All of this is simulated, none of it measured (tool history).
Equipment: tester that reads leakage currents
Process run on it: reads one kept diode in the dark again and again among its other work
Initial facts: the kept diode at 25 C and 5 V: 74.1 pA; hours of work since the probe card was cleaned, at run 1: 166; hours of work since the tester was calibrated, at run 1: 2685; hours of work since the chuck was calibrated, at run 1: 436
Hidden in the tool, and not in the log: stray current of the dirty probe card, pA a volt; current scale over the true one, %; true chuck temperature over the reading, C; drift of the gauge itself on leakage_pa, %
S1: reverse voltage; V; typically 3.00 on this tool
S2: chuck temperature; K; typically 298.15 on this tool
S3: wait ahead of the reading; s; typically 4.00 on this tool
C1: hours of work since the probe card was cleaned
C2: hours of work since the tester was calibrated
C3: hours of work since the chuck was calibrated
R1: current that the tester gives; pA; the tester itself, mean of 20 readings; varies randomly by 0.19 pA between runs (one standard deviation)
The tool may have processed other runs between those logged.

run 1 day=0.000 | S1=3.00 S2=298.15 S3=4.00 | C1=166 C2=2685 C3=436 | R1=62.61
run 2 day=3.062 | S1=3.00 S2=298.15 S3=4.00 | C1=220 C2=2739 C3=490 | R1=62.75
run 3 day=7.808 | S1=3.00 S2=298.15 S3=4.00 | C1=304 C2=2823 C3=573 | R1=62.60
run 4 day=11.592 | S1=3.00 S2=298.15 S3=4.00 | C1=370 C2=2890 C3=640 | R1=62.53
run 5 day=15.800 | S1=3.00 S2=329.15 S3=4.00 | C1=445 C2=2964 C3=714 | R1=915.09
-- day=16.250 chuck's temperature calibrated
run 6 day=18.575 | S1=3.00 S2=329.15 S3=4.00 | C1=492 C2=3011 C3=41 | R1=918.04
run 7 day=21.817 | S1=3.00 S2=298.15 S3=0.72 | C1=549 C2=3069 C3=98 | R1=63.99
run 8 day=23.804 | S1=3.00 S2=298.15 S3=0.72 | C1=584 C2=3104 C3=133 | R1=63.98
run 9 day=26.246 | S1=3.00 S2=298.15 S3=0.72 | C1=627 C2=3147 C3=176 | R1=63.89
run 10 day=29.958 | S1=3.00 S2=298.15 S3=0.72 | C1=693 C2=3212 C3=242 | R1=63.83
run 11 day=32.275 | S1=3.00 S2=298.15 S3=4.00 | C1=734 C2=3253 C3=283 | R1=62.55
run 12 day=34.242 | S1=3.00 S2=298.15 S3=4.00 | C1=768 C2=3288 C3=317 | R1=62.53
run 13 day=36.333 | S1=3.00 S2=298.15 S3=4.00 | C1=805 C2=3325 C3=354 | R1=62.59
run 14 day=40.346 | S1=3.00 S2=298.15 S3=4.00 | C1=876 C2=3395 C3=425 | R1=62.65
run 15 day=45.225 | S1=3.00 S2=298.15 S3=4.00 | C1=962 C2=3481 C3=511 | R1=62.88
run 16 day=49.758 | S1=3.00 S2=298.15 S3=4.00 | C1=1042 C2=3561 C3=591 | R1=62.61
run 17 day=52.546 | S1=3.00 S2=298.15 S3=4.00 | C1=1091 C2=3610 C3=640 | R1=62.59
run 18 day=55.483 | S1=3.00 S2=317.15 S3=4.00 | C1=1143 C2=3662 C3=692 | R1=346.54
-- day=57.004 chuck's temperature calibrated
run 19 day=59.933 | S1=3.00 S2=298.15 S3=4.00 | C1=1220 C2=3739 C3=52 | R1=62.79
run 20 day=63.083 | S1=3.00 S2=298.15 S3=4.00 | C1=1275 C2=3795 C3=107 | R1=62.28
run 21 day=66.971 | S1=3.00 S2=298.15 S3=4.00 | C1=1344 C2=3863 C3=176 | R1=62.58
run 22 day=70.988 | S1=3.00 S2=321.15 S3=0.48 | C1=1415 C2=3934 C3=247 | R1=484.46
run 23 day=73.783 | S1=2.28 S2=298.15 S3=4.00 | C1=1464 C2=3983 C3=296 | R1=56.98
run 24 day=76.504 | S1=2.28 S2=298.15 S3=4.00 | C1=1512 C2=4031 C3=344 | R1=57.01
-- day=78.700 tester calibrated
run 25 day=79.829 | S1=1.57 S2=298.15 S3=4.00 | C1=1569 C2=20 C3=401 | R1=50.25
run 26 day=82.546 | S1=19.76 S2=298.15 S3=0.94 | C1=1617 C2=68 C3=449 | R1=126.76
run 27 day=85.162 | S1=1.83 S2=328.15 S3=0.31 | C1=1663 C2=114 C3=495 | R1=720.24
run 28 day=89.279 | S1=11.40 S2=302.15 S3=0.31 | C1=1736 C2=187 C3=568 | R1=157.73
run 29 day=93.954 | S1=1.31 S2=300.15 S3=9.82 | C1=1818 C2=269 C3=650 | R1=57.17
run 30 day=97.658 | S1=9.64 S2=327.15 S3=0.34 | C1=1884 C2=334 C3=715 | R1=1174.14
-- day=98.038 chuck's temperature calibrated
run 31 day=101.725 | S1=9.64 S2=327.15 S3=0.34 | C1=1954 C2=405 C3=65 | R1=1172.33
run 32 day=104.121 | S1=9.64 S2=327.15 S3=0.34 | C1=1996 C2=447 C3=107 | R1=1173.39
run 33 day=107.629 | S1=9.64 S2=327.15 S3=0.34 | C1=2058 C2=509 C3=169 | R1=1181.68
run 34 day=109.600 | S1=9.64 S2=331.15 S3=7.56 | C1=2093 C2=543 C3=204 | R1=1604.61
run 35 day=111.604 | S1=2.56 S2=298.15 S3=5.55 | C1=2128 C2=579 C3=239 | R1=59.28
run 36 day=115.096 | S1=2.56 S2=298.15 S3=5.55 | C1=2190 C2=640 C3=301 | R1=59.34
run 37 day=118.862 | S1=10.38 S2=298.15 S3=6.13 | C1=2256 C2=707 C3=367 | R1=95.89
run 38 day=123.104 | S1=10.38 S2=330.15 S3=6.13 | C1=2331 C2=782 C3=442 | R1=1518.31
run 39 day=126.604 | S1=11.09 S2=298.15 S3=1.70 | C1=2393 C2=843 C3=504 | R1=99.91
run 40 day=131.450 | S1=3.00 S2=299.15 S3=9.79 | C1=2478 C2=929 C3=589 | R1=68.84
run 41 day=133.725 | S1=3.00 S2=299.15 S3=9.79 | C1=2518 C2=969 C3=629 | R1=68.87

3 ways to go on from here, each from the tool as it stands after run 41. What would each give?
run A day=136.758 | S1=3.70 S2=299.15 S3=8.74 | C1=2572 C2=1022 C3=683 | R1=?
run B day=136.758 | S1=14.63 S2=298.15 S3=0.84 | C1=2572 C2=1022 C3=683 | R1=?
run C day=136.758 | S1=1.81 S2=323.15 S3=2.25 | C1=2572 C2=1022 C3=683 | R1=?

run=A R1=73.95
run=B R1=113.89
run=C R1=478.68
Without the tool's hidden state the same runs would have given:
run=A R1=73.86
run=B R1=113.68
run=C R1=478.32

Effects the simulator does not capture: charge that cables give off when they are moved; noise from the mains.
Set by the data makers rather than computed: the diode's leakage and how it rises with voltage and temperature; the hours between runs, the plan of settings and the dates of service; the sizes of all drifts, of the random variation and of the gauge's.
